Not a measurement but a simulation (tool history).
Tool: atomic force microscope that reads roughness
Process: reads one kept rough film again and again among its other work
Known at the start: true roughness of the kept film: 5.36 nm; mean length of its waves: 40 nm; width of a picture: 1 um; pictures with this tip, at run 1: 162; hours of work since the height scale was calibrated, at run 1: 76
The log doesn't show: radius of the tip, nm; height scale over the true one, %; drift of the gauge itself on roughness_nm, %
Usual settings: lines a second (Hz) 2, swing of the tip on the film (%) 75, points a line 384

run	day	lines a second (Hz)	swing of the tip on the film (%)	points a line	pictures with this tip	hours of work since the height scale was calibrated	roughness of the kept film (nm (root mean square))
1	0	2	75	384	162	76	4.224
2	0.383	2	75	384	171	79	4.252
3	0.779	2.23	75	384	179	83	4.218
4	1.546	3.84	75	384	195	91	3.916
5	1.996	3.84	75	384	205	95	3.91
6	2.362	3.84	75	384	213	99	3.916
7	2.854	3.84	75	384	223	104	3.891
8	3.292	3.84	75	384	232	108	3.879
9	3.883	0.51	75	384	245	114	4.365
# day 3.992: new tip fitted
10	4.267	0.51	75	384	6	118	4.786
11	5.05	0.51	75	384	23	125	4.767
12	5.625	0.51	75	384	35	131	4.694
13	6.204	1.35	57	381	47	137	4.731
# day 6.317: height scale calibrated on a step standard
14	6.6	1.35	57	381	55	3	4.673
15	7.379	0.56	66	661	71	11	4.677
16	7.858	0.56	66	661	81	15	4.681
17	8.238	0.56	66	661	89	19	4.644
18	8.988	0.75	66	351	105	26	4.651

Some steps in roughness of the kept film (nm (root mean square)) between neighbouring runs. How much of each would the tool show without its hidden state too (settings, what came in, random variation), and how much is left for the hidden state, with any gauge scatter that isn't in both results?
Run 8 -> 9: lines a second (Hz) 3.84 -> 0.51. roughness of the kept film (nm (root mean square)) +0.486: hidden state -0.066, all else +0.552.
Run 9 -> 10: new tip fitted. roughness of the kept film (nm (root mean square)) +0.421: hidden state +0.395, all else +0.026.

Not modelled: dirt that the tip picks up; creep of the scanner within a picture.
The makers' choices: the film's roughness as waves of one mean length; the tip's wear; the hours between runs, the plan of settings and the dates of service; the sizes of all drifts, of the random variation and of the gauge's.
